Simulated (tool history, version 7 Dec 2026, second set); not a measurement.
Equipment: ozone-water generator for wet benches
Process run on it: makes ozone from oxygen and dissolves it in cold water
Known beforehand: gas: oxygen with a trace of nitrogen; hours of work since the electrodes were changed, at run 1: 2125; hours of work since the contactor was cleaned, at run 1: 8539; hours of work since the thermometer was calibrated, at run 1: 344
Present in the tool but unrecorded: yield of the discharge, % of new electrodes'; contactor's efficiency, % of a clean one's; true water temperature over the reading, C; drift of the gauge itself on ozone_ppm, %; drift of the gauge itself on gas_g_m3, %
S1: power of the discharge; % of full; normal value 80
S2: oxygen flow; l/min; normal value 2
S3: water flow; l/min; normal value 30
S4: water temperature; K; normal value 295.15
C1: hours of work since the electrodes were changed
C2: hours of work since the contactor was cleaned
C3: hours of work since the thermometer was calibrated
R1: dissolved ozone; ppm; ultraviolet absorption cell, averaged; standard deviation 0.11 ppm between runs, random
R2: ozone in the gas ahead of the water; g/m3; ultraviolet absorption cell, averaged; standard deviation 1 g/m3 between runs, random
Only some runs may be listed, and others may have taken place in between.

run	hour	S1	S2	S3	S4	C1	C2	C3	R1	R2
1	0	80	2	30	295.15	2125	8539	344	6.2	172.9
2	112	80	2	30	295.15	2193	8607	412	5.8	174.3
3	180.1	80	2	30	302.15	2234	8648	453	5.9	173
4	235.4	80	2	30	302.15	2267	8681	487	5.8	173.8
5	302	80	2	30	302.15	2308	8721	527	5.8	175.1
6	361.7	80	2	30	302.15	2344	8757	563	5.9	173.3
7	471.7	80	2	30	295.15	2410	8824	629	6.2	172.8
8	534.7	80	2	30	295.15	2448	8862	667	6.2	174.7
9	632.8	80	3.45	30	295.15	2507	8921	726	6.4	121.3
10	743	80	2	30	295.15	2574	8988	793	6.1	177.1
11	799.4	80	2	30	290.15	2608	9022	827	6.2	173.9
# hour 873.3: contactor cleaned
12	897.3	80	2	30	290.15	2665	14	884	6.3	175.9
13	951.3	80	1.04	30	295.15	2697	47	916	5.3	270.4
14	1040.6	80	1.04	30	295.15	2751	101	970	5.4	272
15	1128.8	80	1.04	30	295.15	2804	154	1023	5.5	270
16	1188.6	44	2.62	30	301.15	2840	190	1060	3.5	83.3
17	1251.3	41	1.78	24	295.15	2878	228	1097	4	101.3
18	1329.1	41	1.78	24	295.15	2925	275	1144	4.1	101.5
19	1404.4	41	1.78	24	295.15	2971	321	1190	4.2	102.1
20	1523.7	41	1.78	24	295.15	3043	393	1262	4.3	101
21	1611.5	80	2	30	295.15	3096	446	1315	6.3	177.7
22	1714.5	80	2	30	295.15	3158	508	1377	6.2	176.1
23	1768.3	80	2.4	30	295.15	3190	540	1410	6.3	156.7
24	1863.8	80	1.8	46	295.15	3248	598	1467	3.6	187.7
25	1960.3	80	2	24	299.15	3306	656	1526	7.9	177
26	2077.8	80	1.88	37	298.15	3377	727	1596	4.5	184.6
27	2138	46	3.26	18	294.15	3414	764	1633	6.4	75.5
28	2187.7	46	2.28	18	295.15	3444	794	1663	6.2	95.9
29	2271.8	46	2.28	18	295.15	3494	844	1714	6.3	97.2

Consider 3 possible next runs. They are alternatives, not a sequence: every one starts from the tool as it was left by run 29. What does each give?
A	2323.9	77	2.28	18	288.15	3526	876	1745	?	?
B	2323.9	80	2	30	296.15	3526	876	1745	?	?
C	2323.9	63	2.28	18	292.15	3526	876	1745	?	?

run	R1	R2
A	10.8	157
B	6.1	176.8
C	8.9	129.4
Take away the tool's hidden state, keep each run's random variation, and the runs would have read:
run	R1	R2
A	10.8	153.7
B	6.1	173.1
C	8.9	126.7
